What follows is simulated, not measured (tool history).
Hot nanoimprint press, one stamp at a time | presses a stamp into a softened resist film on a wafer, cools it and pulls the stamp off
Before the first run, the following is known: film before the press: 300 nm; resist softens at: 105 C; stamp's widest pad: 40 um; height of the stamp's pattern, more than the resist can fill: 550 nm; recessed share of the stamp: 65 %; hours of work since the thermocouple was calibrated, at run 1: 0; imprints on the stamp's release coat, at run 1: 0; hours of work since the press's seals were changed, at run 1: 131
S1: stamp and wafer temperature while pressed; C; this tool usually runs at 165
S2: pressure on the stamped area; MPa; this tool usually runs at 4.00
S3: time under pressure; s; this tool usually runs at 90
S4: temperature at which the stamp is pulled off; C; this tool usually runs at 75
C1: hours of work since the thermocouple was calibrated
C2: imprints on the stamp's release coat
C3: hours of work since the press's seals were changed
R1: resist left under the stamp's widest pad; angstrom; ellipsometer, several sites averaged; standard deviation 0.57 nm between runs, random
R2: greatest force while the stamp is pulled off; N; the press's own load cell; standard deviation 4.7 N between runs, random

run 1 hour=0.0 | S1=165 S2=4.00 S3=90 S4=75 | C1=0 C2=0 C3=131 | R1=1345 R2=227
run 2 hour=59.2 | S1=165 S2=4.00 S3=90 S4=75 | C1=43 C2=226 C3=173 | R1=1340 R2=235
run 3 hour=116.1 | S1=165 S2=4.00 S3=90 S4=75 | C1=84 C2=444 C3=215 | R1=1355 R2=231
run 4 hour=154.7 | S1=165 S2=4.00 S3=90 S4=75 | C1=112 C2=591 C3=243 | R1=1347 R2=229
run 5 hour=229.5 | S1=165 S2=4.00 S3=52 S4=75 | C1=166 C2=877 C3=297 | R1=1645 R2=231
run 6 hour=260.0 | S1=165 S2=5.65 S3=90 S4=75 | C1=188 C2=994 C3=319 | R1=1156 R2=233
run 7 hour=297.0 | S1=165 S2=4.00 S3=90 S4=75 | C1=215 C2=1135 C3=346 | R1=1346 R2=234
run 8 hour=332.3 | S1=165 S2=4.00 S3=90 S4=75 | C1=240 C2=1270 C3=371 | R1=1348 R2=230
run 9 hour=402.4 | S1=166 S2=4.00 S3=90 S4=75 | C1=291 C2=1538 C3=422 | R1=1262 R2=232
run 10 hour=444.2 | S1=166 S2=4.00 S3=90 S4=75 | C1=321 C2=1698 C3=452 | R1=1257 R2=225
run 11 hour=515.4 | S1=166 S2=4.00 S3=90 S4=75 | C1=373 C2=1970 C3=504 | R1=1269 R2=227
-- hour=548.9 plate thermocouple calibrated
-- hour=561.9 stamp cleaned and given a new release coat
run 12 hour=592.4 | S1=166 S2=4.00 S3=90 S4=75 | C1=27 C2=117 C3=553 | R1=1263 R2=231
run 13 hour=638.8 | S1=165 S2=4.00 S3=80 S4=75 | C1=61 C2=294 C3=586 | R1=1409 R2=228

For run 14, what comes out?
run 14 hour=677.0 | S1=165 S2=4.64 S3=82 S4=75 | C1=88 C2=440 C3=614 | R1=? R2=?

For run 14 the tool returned R1 1307 angstrom, R2 230 N.
Without the tool's hidden state the same run would have given R1 1306 angstrom, R2 229 N.
